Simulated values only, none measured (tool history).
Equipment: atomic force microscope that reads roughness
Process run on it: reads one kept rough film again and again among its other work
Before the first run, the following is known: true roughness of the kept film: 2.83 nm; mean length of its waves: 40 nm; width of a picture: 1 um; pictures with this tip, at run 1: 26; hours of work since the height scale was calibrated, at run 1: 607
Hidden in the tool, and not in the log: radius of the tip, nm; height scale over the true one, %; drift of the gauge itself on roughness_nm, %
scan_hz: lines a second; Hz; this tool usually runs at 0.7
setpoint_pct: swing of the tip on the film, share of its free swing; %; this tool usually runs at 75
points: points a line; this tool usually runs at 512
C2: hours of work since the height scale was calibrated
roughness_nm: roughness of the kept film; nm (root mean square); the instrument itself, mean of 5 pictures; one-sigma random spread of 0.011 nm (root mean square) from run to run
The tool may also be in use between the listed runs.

run 1 hour=0 | scan_hz=0.7 setpoint_pct=75 points=512 | pictures_with_this_tip=26 C2=607 | roughness_nm=2.662
run 2 hour=56.5 | scan_hz=0.7 setpoint_pct=75 points=487 | pictures_with_this_tip=96 C2=630 | roughness_nm=2.64
run 3 hour=92.7 | scan_hz=0.7 setpoint_pct=71 points=512 | pictures_with_this_tip=141 C2=645 | roughness_nm=2.681
run 4 hour=134.9 | scan_hz=0.7 setpoint_pct=74 points=512 | pictures_with_this_tip=194 C2=662 | roughness_nm=2.655
run 5 hour=175.5 | scan_hz=0.7 setpoint_pct=61 points=512 | pictures_with_this_tip=245 C2=678 | roughness_nm=2.701
-- hour=224.3 new tip fitted
run 6 hour=233.1 | scan_hz=0.7 setpoint_pct=61 points=512 | pictures_with_this_tip=11 C2=701 | roughness_nm=2.687
run 7 hour=272.4 | scan_hz=0.7 setpoint_pct=87 points=512 | pictures_with_this_tip=60 C2=717 | roughness_nm=2.598
run 8 hour=319 | scan_hz=0.7 setpoint_pct=75 points=512 | pictures_with_this_tip=118 C2=736 | roughness_nm=2.648
run 9 hour=352.7 | scan_hz=0.7 setpoint_pct=85 points=512 | pictures_with_this_tip=160 C2=750 | roughness_nm=2.583
run 10 hour=400.4 | scan_hz=0.7 setpoint_pct=85 points=512 | pictures_with_this_tip=219 C2=769 | roughness_nm=2.595
run 11 hour=430.9 | scan_hz=0.7 setpoint_pct=85 points=512 | pictures_with_this_tip=257 C2=781 | roughness_nm=2.596
run 12 hour=462 | scan_hz=0.7 setpoint_pct=85 points=512 | pictures_with_this_tip=296 C2=794 | roughness_nm=2.591
-- hour=467.9 new tip fitted
run 13 hour=494.9 | scan_hz=0.7 setpoint_pct=85 points=512 | pictures_with_this_tip=33 C2=807 | roughness_nm=2.598
run 14 hour=532.8 | scan_hz=0.7 setpoint_pct=85 points=512 | pictures_with_this_tip=81 C2=822 | roughness_nm=2.605
run 15 hour=561.6 | scan_hz=0.7 setpoint_pct=85 points=512 | pictures_with_this_tip=117 C2=834 | roughness_nm=2.609
run 16 hour=595.9 | scan_hz=0.7 setpoint_pct=59 points=512 | pictures_with_this_tip=159 C2=848 | roughness_nm=2.678
run 17 hour=635.5 | scan_hz=0.7 setpoint_pct=59 points=512 | pictures_with_this_tip=209 C2=864 | roughness_nm=2.698
run 18 hour=668.6 | scan_hz=0.7 setpoint_pct=59 points=512 | pictures_with_this_tip=250 C2=877 | roughness_nm=2.704
run 19 hour=708.2 | scan_hz=0.7 setpoint_pct=59 points=512 | pictures_with_this_tip=299 C2=893 | roughness_nm=2.68
-- hour=712.4 new tip fitted
run 20 hour=768.1 | scan_hz=2.45 setpoint_pct=59 points=512 | pictures_with_this_tip=70 C2=917 | roughness_nm=2.618
run 21 hour=814.8 | scan_hz=2.45 setpoint_pct=59 points=512 | pictures_with_this_tip=128 C2=936 | roughness_nm=2.625
run 22 hour=867 | scan_hz=1.467 setpoint_pct=59 points=512 | pictures_with_this_tip=193 C2=957 | roughness_nm=2.645
run 23 hour=901.9 | scan_hz=1.161 setpoint_pct=79 points=478 | pictures_with_this_tip=236 C2=971 | roughness_nm=2.567
-- hour=957.1 new tip fitted
run 24 hour=957.1 | scan_hz=2.746 setpoint_pct=56 points=366 | pictures_with_this_tip=0 C2=993 | roughness_nm=2.618
run 25 hour=1020.7 | scan_hz=0.563 setpoint_pct=56 points=366 | pictures_with_this_tip=79 C2=1019 | roughness_nm=2.703
run 26 hour=1076.4 | scan_hz=1.784 setpoint_pct=67 points=654 | pictures_with_this_tip=148 C2=1041 | roughness_nm=2.612
run 27 hour=1131.2 | scan_hz=1.877 setpoint_pct=60 points=720 | pictures_with_this_tip=217 C2=1063 | roughness_nm=2.647
run 28 hour=1181.2 | scan_hz=1.877 setpoint_pct=61 points=541 | pictures_with_this_tip=279 C2=1084 | roughness_nm=2.641
-- hour=1203.2 new tip fitted
run 29 hour=1207.4 | scan_hz=0.73 setpoint_pct=85 points=964 | pictures_with_this_tip=5 C2=1094 | roughness_nm=2.582
run 30 hour=1267.1 | scan_hz=0.73 setpoint_pct=85 points=964 | pictures_with_this_tip=79 C2=1118 | roughness_nm=2.619
run 31 hour=1302.2 | scan_hz=0.73 setpoint_pct=85 points=964 | pictures_with_this_tip=123 C2=1132 | roughness_nm=2.602
run 32 hour=1359.5 | scan_hz=0.73 setpoint_pct=61 points=964 | pictures_with_this_tip=195 C2=1156 | roughness_nm=2.679
run 33 hour=1415.1 | scan_hz=0.73 setpoint_pct=61 points=964 | pictures_with_this_tip=264 C2=1178 | roughness_nm=2.706

What will run 34 give?
-- hour=1449 new tip fitted
run 34 hour=1474.7 | scan_hz=0.73 setpoint_pct=61 points=964 | pictures_with_this_tip=32 C2=1202 | roughness_nm=?

{"run 34": {"roughness_nm": 2.693}}
With no hidden state in the tool, this same run would have given roughness_nm 2.694 nm (root mean square).
